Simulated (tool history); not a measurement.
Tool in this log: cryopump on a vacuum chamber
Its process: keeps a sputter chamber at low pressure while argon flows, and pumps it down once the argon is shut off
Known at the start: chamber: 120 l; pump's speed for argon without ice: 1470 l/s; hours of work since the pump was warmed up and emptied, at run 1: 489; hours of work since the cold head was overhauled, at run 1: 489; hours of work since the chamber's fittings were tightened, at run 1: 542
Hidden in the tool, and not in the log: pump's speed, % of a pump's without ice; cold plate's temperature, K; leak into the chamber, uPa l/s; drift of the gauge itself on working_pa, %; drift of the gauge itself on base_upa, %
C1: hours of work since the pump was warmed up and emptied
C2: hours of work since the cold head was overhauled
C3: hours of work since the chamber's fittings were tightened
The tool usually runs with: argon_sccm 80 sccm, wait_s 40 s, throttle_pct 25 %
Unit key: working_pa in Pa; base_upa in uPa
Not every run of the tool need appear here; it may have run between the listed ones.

run 1 hour=0.0 | argon_sccm=80 wait_s=40 throttle_pct=25 | C1=489 C2=489 C3=542 | working_pa=0.3813 base_upa=1.88
run 2 hour=14.7 | argon_sccm=111 wait_s=40 throttle_pct=25 | C1=498 C2=498 C3=551 | working_pa=0.5304 base_upa=1.92
run 3 hour=34.9 | argon_sccm=111 wait_s=127 throttle_pct=25 | C1=510 C2=510 C3=563 | working_pa=0.5325 base_upa=1.20
run 4 hour=51.7 | argon_sccm=80 wait_s=40 throttle_pct=25 | C1=520 C2=520 C3=573 | working_pa=0.3830 base_upa=1.93
run 5 hour=76.1 | argon_sccm=80 wait_s=40 throttle_pct=25 | C1=535 C2=535 C3=588 | working_pa=0.3846 base_upa=1.95
run 6 hour=93.7 | argon_sccm=80 wait_s=40 throttle_pct=25 | C1=545 C2=545 C3=598 | working_pa=0.3805 base_upa=1.98
run 7 hour=126.9 | argon_sccm=80 wait_s=40 throttle_pct=25 | C1=565 C2=565 C3=618 | working_pa=0.3839 base_upa=1.96
run 8 hour=151.8 | argon_sccm=80 wait_s=40 throttle_pct=25 | C1=580 C2=580 C3=633 | working_pa=0.3845 base_upa=2.02
run 9 hour=166.7 | argon_sccm=80 wait_s=40 throttle_pct=25 | C1=589 C2=589 C3=642 | working_pa=0.3859 base_upa=2.00
run 10 hour=183.1 | argon_sccm=80 wait_s=40 throttle_pct=25 | C1=599 C2=599 C3=652 | working_pa=0.3825 base_upa=2.02
run 11 hour=205.3 | argon_sccm=80 wait_s=40 throttle_pct=25 | C1=612 C2=612 C3=665 | working_pa=0.3820 base_upa=2.04
run 12 hour=231.3 | argon_sccm=80 wait_s=40 throttle_pct=25 | C1=627 C2=627 C3=681 | working_pa=0.3836 base_upa=2.11
run 13 hour=260.8 | argon_sccm=80 wait_s=40 throttle_pct=25 | C1=645 C2=645 C3=698 | working_pa=0.3889 base_upa=2.08
run 14 hour=280.2 | argon_sccm=80 wait_s=40 throttle_pct=25 | C1=657 C2=657 C3=710 | working_pa=0.3847 base_upa=2.17
-- hour=295.5 pump warmed up, emptied and cooled again
run 15 hour=304.6 | argon_sccm=91 wait_s=83 throttle_pct=17 | C1=5 C2=668 C3=722 | working_pa=0.6191 base_upa=1.42
run 16 hour=332.0 | argon_sccm=91 wait_s=83 throttle_pct=17 | C1=22 C2=685 C3=738 | working_pa=0.6171 base_upa=1.52
run 17 hour=349.5 | argon_sccm=91 wait_s=83 throttle_pct=25 | C1=32 C2=695 C3=748 | working_pa=0.4201 base_upa=1.48
run 18 hour=372.2 | argon_sccm=80 wait_s=79 throttle_pct=25 | C1=46 C2=709 C3=762 | working_pa=0.3695 base_upa=1.52
run 19 hour=385.9 | argon_sccm=40 wait_s=79 throttle_pct=25 | C1=54 C2=717 C3=770 | working_pa=0.1852 base_upa=1.46
run 20 hour=400.5 | argon_sccm=142 wait_s=79 throttle_pct=31 | C1=63 C2=726 C3=779 | working_pa=0.5273 base_upa=1.53
run 21 hour=418.2 | argon_sccm=62 wait_s=47 throttle_pct=19 | C1=73 C2=736 C3=789 | working_pa=0.3789 base_upa=1.88
run 22 hour=436.9 | argon_sccm=62 wait_s=47 throttle_pct=19 | C1=85 C2=747 C3=801 | working_pa=0.3782 base_upa=1.87
run 23 hour=457.0 | argon_sccm=62 wait_s=47 throttle_pct=19 | C1=97 C2=759 C3=813 | working_pa=0.3750 base_upa=1.90
run 24 hour=487.2 | argon_sccm=63 wait_s=87 throttle_pct=19 | C1=115 C2=777 C3=831 | working_pa=0.3829 base_upa=1.55
run 25 hour=511.9 | argon_sccm=43 wait_s=34 throttle_pct=18 | C1=129 C2=792 C3=845 | working_pa=0.2786 base_upa=2.24
run 26 hour=541.3 | argon_sccm=130 wait_s=34 throttle_pct=56 | C1=147 C2=810 C3=863 | working_pa=0.2729 base_upa=2.34
run 27 hour=566.1 | argon_sccm=32 wait_s=96 throttle_pct=25 | C1=162 C2=825 C3=878 | working_pa=0.1493 base_upa=1.56

Below are 5 alternative next runs, each starting from the tool's condition after run 27. Predict each:
run A hour=597.5 | argon_sccm=106 wait_s=40 throttle_pct=25 | C1=181 C2=843 C3=897 | working_pa=? base_upa=?
run B hour=597.5 | argon_sccm=80 wait_s=40 throttle_pct=38 | C1=181 C2=843 C3=897 | working_pa=? base_upa=?
run C hour=597.5 | argon_sccm=35 wait_s=147 throttle_pct=25 | C1=181 C2=843 C3=897 | working_pa=? base_upa=?
run D hour=597.5 | argon_sccm=51 wait_s=225 throttle_pct=52 | C1=181 C2=843 C3=897 | working_pa=? base_upa=?
run E hour=597.5 | argon_sccm=33 wait_s=48 throttle_pct=25 | C1=181 C2=843 C3=897 | working_pa=? base_upa=?

run=A working_pa=0.4966 base_upa=2.17
run=B working_pa=0.2451 base_upa=2.18
run=C working_pa=0.1651 base_upa=1.41
run=D working_pa=0.1160 base_upa=1.34
run=E working_pa=0.1528 base_upa=1.98
With the hidden condition removed and each run's random variation left untouched, the same runs would have given:
run=A working_pa=0.4903 base_upa=1.21
run=B working_pa=0.2404 base_upa=1.22
run=C working_pa=0.1631 base_upa=0.46
run=D working_pa=0.1130 base_upa=0.40
run=E working_pa=0.1508 base_upa=1.04
